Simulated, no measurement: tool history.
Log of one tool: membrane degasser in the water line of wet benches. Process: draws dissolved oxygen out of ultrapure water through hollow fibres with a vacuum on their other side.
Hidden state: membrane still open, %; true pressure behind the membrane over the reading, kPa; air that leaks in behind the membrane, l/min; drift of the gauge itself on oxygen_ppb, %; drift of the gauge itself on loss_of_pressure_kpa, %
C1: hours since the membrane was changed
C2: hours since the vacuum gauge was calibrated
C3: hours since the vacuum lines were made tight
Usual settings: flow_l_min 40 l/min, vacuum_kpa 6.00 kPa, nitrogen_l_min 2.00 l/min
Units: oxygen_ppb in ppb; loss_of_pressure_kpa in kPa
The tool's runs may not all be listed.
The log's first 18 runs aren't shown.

{"run": 19, "day": 117.029, "flow_l_min": 40, "vacuum_kpa": 4.96, "nitrogen_l_min": 2.0, "C1": 5243, "C2": 2387, "C3": 12359, "oxygen_ppb": 94.0, "loss_of_pressure_kpa": 62.1}
{"run": 20, "day": 125.229, "flow_l_min": 34, "vacuum_kpa": 4.23, "nitrogen_l_min": 2.0, "C1": 5440, "C2": 2584, "C3": 12556, "oxygen_ppb": 49.6, "loss_of_pressure_kpa": 52.8}
{"run": 21, "day": 133.108, "flow_l_min": 32, "vacuum_kpa": 4.23, "nitrogen_l_min": 2.03, "C1": 5629, "C2": 2773, "C3": 12745, "oxygen_ppb": 45.6, "loss_of_pressure_kpa": 49.53}
{"run": 22, "day": 141.492, "flow_l_min": 52, "vacuum_kpa": 6.59, "nitrogen_l_min": 1.58, "C1": 5830, "C2": 2974, "C3": 12946, "oxygen_ppb": 263.5, "loss_of_pressure_kpa": 80.81}
{"run": 23, "day": 150.067, "flow_l_min": 42, "vacuum_kpa": 13.6, "nitrogen_l_min": 3.04, "C1": 6036, "C2": 3180, "C3": 13152, "oxygen_ppb": 340.0, "loss_of_pressure_kpa": 65.76}
{"run": 24, "day": 155.158, "flow_l_min": 60, "vacuum_kpa": 13.6, "nitrogen_l_min": 1.14, "C1": 6158, "C2": 3302, "C3": 13274, "oxygen_ppb": 996.2, "loss_of_pressure_kpa": 93.84}
{"run": 25, "day": 161.967, "flow_l_min": 40, "vacuum_kpa": 4.8, "nitrogen_l_min": 2.0, "C1": 6321, "C2": 3465, "C3": 13437, "oxygen_ppb": 88.5, "loss_of_pressure_kpa": 62.37}
{"run": 26, "day": 166.267, "flow_l_min": 40, "vacuum_kpa": 4.8, "nitrogen_l_min": 2.0, "C1": 6424, "C2": 3569, "C3": 13541, "oxygen_ppb": 87.7, "loss_of_pressure_kpa": 62.14}
{"run": 27, "day": 174.192, "flow_l_min": 40, "vacuum_kpa": 7.26, "nitrogen_l_min": 2.0, "C1": 6615, "C2": 3759, "C3": 13731, "oxygen_ppb": 196.5, "loss_of_pressure_kpa": 62.72}
{"run": 28, "day": 178.308, "flow_l_min": 40, "vacuum_kpa": 3.91, "nitrogen_l_min": 2.0, "C1": 6713, "C2": 3858, "C3": 13830, "oxygen_ppb": 49.7, "loss_of_pressure_kpa": 62.72}
{"run": 29, "day": 185.225, "flow_l_min": 40, "vacuum_kpa": 4.28, "nitrogen_l_min": 4.47, "C1": 6879, "C2": 4024, "C3": 13996, "oxygen_ppb": 41.4, "loss_of_pressure_kpa": 62.51}
{"run": 30, "day": 192.317, "flow_l_min": 40, "vacuum_kpa": 4.59, "nitrogen_l_min": 4.3, "C1": 7050, "C2": 4194, "C3": 14166, "oxygen_ppb": 48.6, "loss_of_pressure_kpa": 62.28}
{"run": 31, "day": 201.846, "flow_l_min": 40, "vacuum_kpa": 4.59, "nitrogen_l_min": 4.3, "C1": 7278, "C2": 4422, "C3": 14394, "oxygen_ppb": 48.6, "loss_of_pressure_kpa": 62.77}

4 ways to go on from here, each from the tool as it stands after run 31. What would each give?
{"run": "A", "day": 209.304, "flow_l_min": 40, "vacuum_kpa": 6.0, "nitrogen_l_min": 4.32, "C1": 7457, "C2": 4602, "C3": 14573, "oxygen_ppb": "?", "loss_of_pressure_kpa": "?"}
{"run": "B", "day": 209.304, "flow_l_min": 40, "vacuum_kpa": 6.0, "nitrogen_l_min": 4.18, "C1": 7457, "C2": 4602, "C3": 14573, "oxygen_ppb": "?", "loss_of_pressure_kpa": "?"}
{"run": "C", "day": 209.304, "flow_l_min": 40, "vacuum_kpa": 14.56, "nitrogen_l_min": 1.19, "C1": 7457, "C2": 4602, "C3": 14573, "oxygen_ppb": "?", "loss_of_pressure_kpa": "?"}
{"run": "D", "day": 209.304, "flow_l_min": 46, "vacuum_kpa": 6.0, "nitrogen_l_min": 2.0, "C1": 7457, "C2": 4602, "C3": 14573, "oxygen_ppb": "?", "loss_of_pressure_kpa": "?"}

run=A oxygen_ppb=78.7 loss_of_pressure_kpa=62.78
run=B oxygen_ppb=80.7 loss_of_pressure_kpa=62.63
run=C oxygen_ppb=747.6 loss_of_pressure_kpa=62.44
run=D oxygen_ppb=167.0 loss_of_pressure_kpa=72.13
Without the tool's hidden state the same runs would have given:
run=A oxygen_ppb=78.6 loss_of_pressure_kpa=61.79
run=B oxygen_ppb=80.6 loss_of_pressure_kpa=61.64
run=C oxygen_ppb=747.4 loss_of_pressure_kpa=61.45
run=D oxygen_ppb=166.9 loss_of_pressure_kpa=70.99

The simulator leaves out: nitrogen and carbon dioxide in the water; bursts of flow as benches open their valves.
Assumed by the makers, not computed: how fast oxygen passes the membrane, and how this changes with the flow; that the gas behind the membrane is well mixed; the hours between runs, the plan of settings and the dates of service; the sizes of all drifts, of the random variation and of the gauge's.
